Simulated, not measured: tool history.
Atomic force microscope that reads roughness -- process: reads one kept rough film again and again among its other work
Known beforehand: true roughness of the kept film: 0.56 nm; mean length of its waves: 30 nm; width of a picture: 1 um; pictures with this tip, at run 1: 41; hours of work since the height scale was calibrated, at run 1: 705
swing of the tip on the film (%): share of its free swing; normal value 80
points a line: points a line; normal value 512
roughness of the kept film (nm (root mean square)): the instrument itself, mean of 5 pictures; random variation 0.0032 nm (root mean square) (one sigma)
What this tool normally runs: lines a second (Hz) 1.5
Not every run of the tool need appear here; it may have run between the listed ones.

run	hour	lines a second (Hz)	swing of the tip on the film (%)	points a line	pictures with this tip	hours of work since the height scale was calibrated	roughness of the kept film (nm (root mean square))
1	0	1.5	80	512	41	705	0.467
2	29.7	1.5	80	512	81	718	0.461
# hour 38.8: new tip fitted
3	52.4	1.5	80	512	19	727	0.48
4	73.2	1.5	80	512	47	736	0.473
# hour 107: new tip fitted
5	119.7	1.5	80	801	17	756	0.483
6	154.8	1.5	57	801	65	771	0.511
# hour 175.5: new tip fitted
7	194.6	1.5	74	512	26	788	0.491
8	235.2	1.5	74	512	82	805	0.468
# hour 246.9: new tip fitted
9	275.9	1.5	86	512	40	822	0.454
# hour 315.4: new tip fitted
10	320.7	1.5	86	512	7	841	0.466
11	361	1.5	86	512	62	859	0.449
# hour 366.5: height scale calibrated on a step standard
# hour 384.6: new tip fitted
12	390.1	1.5	80	512	7	10	0.484
13	433.4	2.35	80	512	67	28	0.443
# hour 456.2: new tip fitted
14	466.7	1.5	80	512	15	43	0.475
15	510	1.5	80	512	74	61	0.469
# hour 525.6: new tip fitted
16	547.8	1.5	80	512	31	77	0.475
17	576.3	2.62	57	642	70	89	0.497
# hour 593.5: new tip fitted
18	603.6	2.29	71	617	14	101	0.477
# hour 624.5: height scale calibrated on a step standard, once more
19	643.1	3.67	67	771	66	8	0.462
# hour 664.2: new tip fitted
20	673	1.3	80	350	12	21	0.485
21	693	2.96	73	335	40	29	0.452
22	729.3	2.96	59	407	90	45	0.484
# hour 732.3: new tip fitted
23	756.3	1.47	80	815	33	56	0.479
24	782.1	1.47	80	815	68	67	0.468
# hour 799.7: new tip fitted
25	803.8	2.01	80	931	5	76	0.469
26	845.2	2.01	80	931	62	94	0.448
# hour 870.4: new tip fitted
27	879.9	0.62	79	444	13	109	0.522
28	911.8	0.73	73	625	56	122	0.504
# hour 938.7: new tip fitted
29	951.5	0.6	88	625	17	139	0.507
30	987.8	0.58	59	547	67	155	0.526
# hour 1008: new tip fitted
31	1022.9	1.5	67	288	20	170	0.503

Hidden condition of the tool, last listed run before each entry between runs versus first listed run after:
Run 2 -> run 3: new tip fitted (hour 38.8)
  radius of the tip, nm: 31.3 -> 12
  measured less the result without the state, roughness of the kept film (nm (root mean square)): -0.029 -> -0.008
Run 4 -> run 5: new tip fitted (hour 107)
  radius of the tip, nm: 20 -> 11.8
  measured less the result without the state, roughness of the kept film (nm (root mean square)): -0.017 -> -0.008
Run 6 -> run 7: new tip fitted (hour 175.5)
  radius of the tip, nm: 24.9 -> 13.6; height scale over the true one, %: -0.44 -> -0.45
  measured less the result without the state, roughness of the kept film (nm (root mean square)): -0.024 -> -0.01
Run 8 -> run 9: new tip fitted (hour 246.9)
  radius of the tip, nm: 29.1 -> 17.6; height scale over the true one, %: -0.45 -> -0.46
  measured less the result without the state, roughness of the kept film (nm (root mean square)): -0.028 -> -0.014
Run 9 -> run 10: new tip fitted (hour 315.4)
  radius of the tip, nm: 17.6 -> 9; height scale over the true one, %: -0.46 -> -0.47
  measured less the result without the state, roughness of the kept film (nm (root mean square)): -0.014 -> -0.004
Run 11 -> run 12: height scale calibrated on a step standard (hour 366.5); new tip fitted (hour 384.6)
  radius of the tip, nm: 24.4 -> 8.8; height scale over the true one, %: -0.47 -> -0.79
  measured less the result without the state, roughness of the kept film (nm (root mean square)): -0.021 -> -0.006
Run 13 -> run 14: new tip fitted (hour 456.2)
  radius of the tip, nm: 23.6 -> 11.7
  measured less the result without the state, roughness of the kept film (nm (root mean square)): -0.021 -> -0.009
Run 15 -> run 16: new tip fitted (hour 525.6)
  radius of the tip, nm: 26.8 -> 14.9
  measured less the result without the state, roughness of the kept film (nm (root mean square)): -0.026 -> -0.013
Run 17 -> run 18: new tip fitted (hour 593.5)
  radius of the tip, nm: 24.5 -> 11.1
  measured less the result without the state, roughness of the kept film (nm (root mean square)): -0.025 -> -0.009
Run 18 -> run 19: height scale calibrated on a step standard, once more (hour 624.5)
  radius of the tip, nm: 11.1 -> 26.1; height scale over the true one, %: -0.82 -> -0.05
  measured less the result without the state, roughness of the kept film (nm (root mean square)): -0.009 -> -0.021
Run 19 -> run 20: new tip fitted (hour 664.2)
  radius of the tip, nm: 26.1 -> 10.8
  measured less the result without the state, roughness of the kept film (nm (root mean square)): -0.021 -> -0.004
Run 22 -> run 23: new tip fitted (hour 732.3)
  radius of the tip, nm: 30.3 -> 15.9
  measured less the result without the state, roughness of the kept film (nm (root mean square)): -0.027 -> -0.011
Run 24 -> run 25: new tip fitted (hour 799.7)
  radius of the tip, nm: 24.7 -> 9.3
  measured less the result without the state, roughness of the kept film (nm (root mean square)): -0.02 -> -0.003
Run 26 -> run 27: new tip fitted (hour 870.4)
  radius of the tip, nm: 23.5 -> 11.2
  measured less the result without the state, roughness of the kept film (nm (root mean square)): -0.018 -> -0.006
Run 28 -> run 29: new tip fitted (hour 938.7)
  radius of the tip, nm: 23.8 -> 11.6
  measured less the result without the state, roughness of the kept film (nm (root mean square)): -0.021 -> -0.006
Run 30 -> run 31: new tip fitted (hour 1008)
  radius of the tip, nm: 23.5 -> 13.5
  measured less the result without the state, roughness of the kept film (nm (root mean square)): -0.022 -> -0.008
